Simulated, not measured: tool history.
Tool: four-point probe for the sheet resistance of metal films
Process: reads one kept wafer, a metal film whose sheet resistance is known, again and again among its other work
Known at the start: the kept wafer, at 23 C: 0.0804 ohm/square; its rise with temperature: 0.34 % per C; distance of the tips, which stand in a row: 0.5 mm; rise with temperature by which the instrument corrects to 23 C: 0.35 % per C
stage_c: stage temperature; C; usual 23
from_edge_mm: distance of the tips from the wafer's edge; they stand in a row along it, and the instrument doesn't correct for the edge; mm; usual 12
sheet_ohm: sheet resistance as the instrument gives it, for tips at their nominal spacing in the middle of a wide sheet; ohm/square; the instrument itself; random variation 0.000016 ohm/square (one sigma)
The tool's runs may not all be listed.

{"run": 1, "hour": 0.0, "stage_c": 23, "from_edge_mm": 12, "sheet_ohm": 0.07958}
{"run": 2, "hour": 58.2, "stage_c": 23, "from_edge_mm": 8, "sheet_ohm": 0.079661}
{"run": 3, "hour": 95.7, "stage_c": 23, "from_edge_mm": 5, "sheet_ohm": 0.079903}
{"run": 4, "hour": 145.9, "stage_c": 23, "from_edge_mm": 7, "sheet_ohm": 0.079665}
{"run": 5, "hour": 191.3, "stage_c": 23, "from_edge_mm": 12, "sheet_ohm": 0.079518}
{"run": 6, "hour": 237.6, "stage_c": 23, "from_edge_mm": 12, "sheet_ohm": 0.079501}
{"run": 7, "hour": 288.3, "stage_c": 23, "from_edge_mm": 12, "sheet_ohm": 0.07948}
{"run": 8, "hour": 347.7, "stage_c": 22, "from_edge_mm": 12, "sheet_ohm": 0.079488}
{"run": 9, "hour": 402.7, "stage_c": 20, "from_edge_mm": 12, "sheet_ohm": 0.079469}
{"hour": 407.4, "done": "stage's thermometer calibrated"}
{"run": 10, "hour": 462.9, "stage_c": 20, "from_edge_mm": 12, "sheet_ohm": 0.07942}
{"run": 11, "hour": 495.3, "stage_c": 19, "from_edge_mm": 49, "sheet_ohm": 0.079382}
{"hour": 504.4, "done": "stage's thermometer calibrated, once more"}
{"run": 12, "hour": 520.8, "stage_c": 20, "from_edge_mm": 71, "sheet_ohm": 0.079418}
{"run": 13, "hour": 556.6, "stage_c": 23, "from_edge_mm": 20, "sheet_ohm": 0.07941}
{"run": 14, "hour": 609.2, "stage_c": 23, "from_edge_mm": 20, "sheet_ohm": 0.079407}
{"run": 15, "hour": 645.1, "stage_c": 35, "from_edge_mm": 7, "sheet_ohm": 0.079475}
{"run": 16, "hour": 696.8, "stage_c": 35, "from_edge_mm": 7, "sheet_ohm": 0.079417}
{"run": 17, "hour": 731.0, "stage_c": 35, "from_edge_mm": 7, "sheet_ohm": 0.079427}
{"run": 18, "hour": 768.5, "stage_c": 25, "from_edge_mm": 17, "sheet_ohm": 0.079327}
{"run": 19, "hour": 825.5, "stage_c": 25, "from_edge_mm": 22, "sheet_ohm": 0.079274}
{"run": 20, "hour": 855.4, "stage_c": 31, "from_edge_mm": 22, "sheet_ohm": 0.079245}

Forecast each of these 3 alternatives for the next run:
{"run": "A", "hour": 896.5, "stage_c": 24, "from_edge_mm": 14, "sheet_ohm": "?"}
{"run": "B", "hour": 896.5, "stage_c": 30, "from_edge_mm": 22, "sheet_ohm": "?"}
{"run": "C", "hour": 896.5, "stage_c": 20, "from_edge_mm": 16, "sheet_ohm": "?"}

run=A sheet_ohm=0.0793
run=B sheet_ohm=0.079242
run=C sheet_ohm=0.079351
Without the tool's hidden state the same runs would have given:
run=A sheet_ohm=0.080449
run=B sheet_ohm=0.080389
run=C sheet_ohm=0.080501
